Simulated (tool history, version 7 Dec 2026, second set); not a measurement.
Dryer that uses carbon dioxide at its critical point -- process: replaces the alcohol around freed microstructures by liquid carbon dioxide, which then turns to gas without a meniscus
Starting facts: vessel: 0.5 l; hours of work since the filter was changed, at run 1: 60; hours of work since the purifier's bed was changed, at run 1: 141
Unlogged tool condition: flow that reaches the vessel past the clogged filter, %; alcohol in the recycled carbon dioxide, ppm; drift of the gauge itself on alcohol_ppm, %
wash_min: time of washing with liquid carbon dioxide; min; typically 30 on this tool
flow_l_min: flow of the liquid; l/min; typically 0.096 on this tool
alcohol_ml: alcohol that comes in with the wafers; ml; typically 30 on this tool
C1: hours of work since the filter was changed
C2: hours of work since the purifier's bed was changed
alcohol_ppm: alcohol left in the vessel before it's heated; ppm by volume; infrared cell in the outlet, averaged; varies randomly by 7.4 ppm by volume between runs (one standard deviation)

Run 1, hour 0: usual settings; C1 60; C2 141. Result: alcohol_ppm 449 ppm by volume.
Run 2, hour 12.5: usual settings; C1 68; C2 149. Result: alcohol_ppm 459 ppm by volume.
Run 3, hour 28.6: usual settings but flow_l_min 0.1494 l/min; C1 77; C2 158. Result: alcohol_ppm 40 ppm by volume.
Run 4, hour 47: usual settings but flow_l_min 0.1494 l/min; C1 88; C2 169. Result: alcohol_ppm 41 ppm by volume.
Run 5, hour 59.4: usual settings but alcohol_ml 49 ml; C1 96; C2 177. Result: alcohol_ppm 810 ppm by volume.
Run 6, hour 78.2: usual settings; C1 107; C2 188. Result: alcohol_ppm 540 ppm by volume.
Run 7, hour 98.9: usual settings; C1 119; C2 200. Result: alcohol_ppm 550 ppm by volume.
Run 8, hour 114.2: usual settings; C1 128; C2 209. Result: alcohol_ppm 556 ppm by volume.
Run 9, hour 133.2: usual settings; C1 140; C2 221. Result: alcohol_ppm 553 ppm by volume.
Run 10, hour 144.6: usual settings; C1 146; C2 227. Result: alcohol_ppm 576 ppm by volume.
Run 11, hour 154.3: usual settings but wash_min 18 min; C1 152; C2 233. Result: alcohol_ppm 3719 ppm by volume.
At hour 157.4: inlet filter changed.
Run 12, hour 177.4: usual settings but wash_min 26 min, flow_l_min 0.1073 l/min; C1 12; C2 246. Result: alcohol_ppm 468 ppm by volume.
Run 13, hour 193.1: usual settings but wash_min 21 min, alcohol_ml 23 ml; C1 21; C2 256. Result: alcohol_ppm 1387 ppm by volume.
Run 14, hour 208.8: usual settings but wash_min 28 min, flow_l_min 0.1238 l/min, alcohol_ml 21 ml; C1 31; C2 265. Result: alcohol_ppm 130 ppm by volume.
Run 15, hour 218.9: usual settings but wash_min 20 min, flow_l_min 0.0723 l/min, alcohol_ml 77 ml; C1 37; C2 271. Result: alcohol_ppm 13196 ppm by volume.
Run 16, hour 230.3: usual settings but wash_min 20 min, flow_l_min 0.1608 l/min, alcohol_ml 38 ml; C1 44; C2 278. Result: alcohol_ppm 274 ppm by volume.
Run 17, hour 244.2: usual settings but wash_min 20 min, flow_l_min 0.1184 l/min, alcohol_ml 36 ml; C1 52; C2 286. Result: alcohol_ppm 1217 ppm by volume.
Run 18, hour 262.2: usual settings but wash_min 19 min, alcohol_ml 79 ml; C1 63; C2 297. Result: alcohol_ppm 7031 ppm by volume.
Run 19, hour 281.1: usual settings but wash_min 34 min, flow_l_min 0.0859 l/min, alcohol_ml 38 ml; C1 74; C2 308. Result: alcohol_ppm 590 ppm by volume.
Run 20, hour 300.1: usual settings but wash_min 22 min, flow_l_min 0.1334 l/min, alcohol_ml 23 ml; C1 85; C2 320. Result: alcohol_ppm 323 ppm by volume.

Selected run-to-run steps in alcohol_ppm, each split into two signed amounts: the part the tool would show with no hidden state at all (from settings, incoming material and random variation), and the remainder, which goes to the hidden state together with any gauge scatter not common to the measured and the hidden-state-free results:
Run 11 -> 12: wash_min 18 -> 26, flow_l_min 0.096 -> 0.1073, inlet filter changed. alcohol_ppm -3251 ppm by volume: hidden state -824, all else -2427.
Run 14 -> 15: wash_min 28 -> 20, flow_l_min 0.1238 -> 0.0723, alcohol_ml 21 -> 77. alcohol_ppm +13066 ppm by volume: hidden state +802, all else +12264.
Run 15 -> 16: flow_l_min 0.0723 -> 0.1608, alcohol_ml 77 -> 38. alcohol_ppm -12922 ppm by volume: hidden state -774, all else -12148.
